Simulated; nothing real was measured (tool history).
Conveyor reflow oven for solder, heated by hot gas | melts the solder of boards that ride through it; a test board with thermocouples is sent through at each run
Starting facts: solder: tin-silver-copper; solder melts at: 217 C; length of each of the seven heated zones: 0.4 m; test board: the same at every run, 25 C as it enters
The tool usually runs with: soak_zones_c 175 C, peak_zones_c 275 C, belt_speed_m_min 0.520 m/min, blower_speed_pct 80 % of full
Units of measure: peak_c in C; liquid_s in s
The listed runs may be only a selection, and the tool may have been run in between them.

| run | hour | soak_zones_c | peak_zones_c | belt_speed_m_min | blower_speed_pct | peak_c | liquid_s |
|---|---|---|---|---|---|---|---|
| 1 | 0.0 | 175 | 275 | 0.520 | 80 | 259.6 | 76.2 |
| 2 | 25.6 | 175 | 275 | 0.520 | 80 | 260.2 | 75.7 |
| 3 | 55.5 | 175 | 275 | 0.520 | 86 | 260.6 | 77.0 |
| 4 | 84.2 | 170 | 275 | 0.520 | 80 | 258.7 | 72.8 |
| 5 | 103.5 | 175 | 275 | 0.520 | 80 | 259.4 | 75.6 |
| 6 | 131.1 | 175 | 275 | 0.520 | 80 | 259.1 | 75.6 |
| 7 | 156.7 | 175 | 275 | 0.520 | 80 | 259.7 | 75.2 |
| 8 | 183.8 | 184 | 275 | 0.520 | 80 | 260.0 | 80.7 |
| 9 | 207.0 | 175 | 275 | 0.609 | 80 | 253.2 | 59.6 |
| 10 | 233.2 | 169 | 275 | 0.520 | 80 | 257.6 | 72.9 |
|  | 250.5 | flux residue cleaned out of gas plates and filters |
| 11 | 253.4 | 169 | 275 | 0.520 | 80 | 256.5 | 72.0 |
| 12 | 276.6 | 169 | 275 | 0.520 | 80 | 257.3 | 71.6 |
| 13 | 290.6 | 169 | 275 | 0.520 | 80 | 257.7 | 70.6 |
| 14 | 304.5 | 169 | 275 | 0.520 | 80 | 257.2 | 71.3 |
| 15 | 323.0 | 169 | 275 | 0.520 | 80 | 256.8 | 70.5 |
|  | 332.1 | flux residue cleaned out of gas plates and filters, once more |
| 16 | 351.6 | 167 | 263 | 0.520 | 80 | 248.5 | 64.8 |
| 17 | 378.4 | 167 | 263 | 0.520 | 80 | 248.1 | 64.8 |
| 18 | 402.5 | 167 | 263 | 0.520 | 80 | 247.8 | 64.6 |
| 19 | 427.3 | 167 | 263 | 0.520 | 80 | 249.2 | 64.0 |
| 20 | 440.4 | 180 | 287 | 0.612 | 75 | 263.8 | 68.5 |
| 21 | 464.4 | 166 | 280 | 0.449 | 80 | 266.5 | 90.4 |
| 22 | 492.1 | 166 | 280 | 0.449 | 80 | 267.0 | 90.8 |
| 23 | 514.8 | 166 | 280 | 0.449 | 80 | 266.7 | 90.5 |
| 24 | 529.5 | 166 | 280 | 0.449 | 80 | 266.6 | 91.5 |
| 25 | 551.8 | 166 | 280 | 0.462 | 80 | 265.6 | 87.4 |
| 26 | 573.9 | 166 | 280 | 0.462 | 80 | 265.8 | 86.7 |
| 27 | 599.4 | 166 | 280 | 0.462 | 80 | 265.6 | 87.5 |
| 28 | 623.7 | 174 | 266 | 0.496 | 73 | 251.0 | 72.4 |

For run 29, what comes out?
| 29 | 639.9 | 174 | 266 | 0.496 | 73 | ? | ? |

Run 29 produced peak_c 250.5 C, liquid_s 73.2 s.
Take away the tool's hidden state, keep the run-to-run variation as it was, and the same run would have given peak_c 252.6 C, liquid_s 74.1 s.

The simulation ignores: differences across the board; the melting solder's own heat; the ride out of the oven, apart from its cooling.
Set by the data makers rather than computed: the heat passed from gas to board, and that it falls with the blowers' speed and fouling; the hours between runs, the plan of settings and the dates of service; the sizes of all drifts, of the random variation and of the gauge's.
